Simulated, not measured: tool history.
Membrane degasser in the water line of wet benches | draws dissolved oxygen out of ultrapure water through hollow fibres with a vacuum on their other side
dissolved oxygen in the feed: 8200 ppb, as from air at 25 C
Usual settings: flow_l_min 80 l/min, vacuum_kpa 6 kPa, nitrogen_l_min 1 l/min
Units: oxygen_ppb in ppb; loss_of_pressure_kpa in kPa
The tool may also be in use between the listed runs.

run	hour	flow_l_min	vacuum_kpa	nitrogen_l_min	oxygen_ppb	loss_of_pressure_kpa
1	0	80	6	1	433	61.78
2	81.1	80	6	1	436	61.8
3	153.4	80	6	1	438.9	62.2
4	221.2	80	6	1	427.7	61.7
5	294.3	80	6	1	430.5	61.89
6	413.1	80	6	1.83	300.7	62.27
7	477.5	55	6	1	295.9	42.54
8	609.5	55	6	1	288	42.85
9	735	80	6	1	439.1	61.86
10	804.7	92	6	1	521.3	71.51
11	938.6	80	6	1.73	327	62.12
12	1016.4	80	6	0.81	501.9	62.39
13	1147.1	107	6	0.81	692.2	83.4
14	1272	107	6	0.81	695.6	83.78
# hour 1328.1: seals of the vacuum lines changed
15	1378.7	55	6	1	306.1	42.64
16	1496.3	55	6	1	310.2	42.99
17	1607.4	55	6	1	304.2	42.79
# hour 1618.4: vacuum gauge calibrated
18	1740.6	75	5.58	0.71	458.2	59.13
19	1844.8	110	6	0.86	713	86.03
20	1923.3	110	6	0.86	715.6	85.75
# hour 1993.1: vacuum gauge calibrated, once more
21	2015.1	110	6	0.86	710.4	85.82
22	2075.9	110	6	0.86	702.4	85.78
23	2202.1	110	6	0.86	702.2	85.82
24	2294.2	110	6	0.86	709.3	86.27
25	2373	54	5.34	0.86	265.6	42.55
26	2451.9	77	14.87	0.48	2039.5	60.24
27	2548.2	109	6.16	2.5	456.7	85.62
28	2666.4	109	6.16	2.5	469.4	85.74
29	2785.3	109	6.16	2.5	486.1	85.62
30	2869.2	67	6.16	1.52	305.3	52.63
31	2997.4	67	6.16	1.52	303	52.61

Forecast each of these 3 alternatives for the next run:
A	3064.5	55	11.29	1	?	?
B	3064.5	83	3.86	2.2	?	?
C	3064.5	57	6	1	?	?

run	oxygen_ppb	loss_of_pressure_kpa
A	793.6	43.35
B	154	65.44
C	326	44.68
Without the tool's hidden state the same runs would have given:
run	oxygen_ppb	loss_of_pressure_kpa
A	776.5	42.64
B	133.9	64.37
C	305.9	43.95
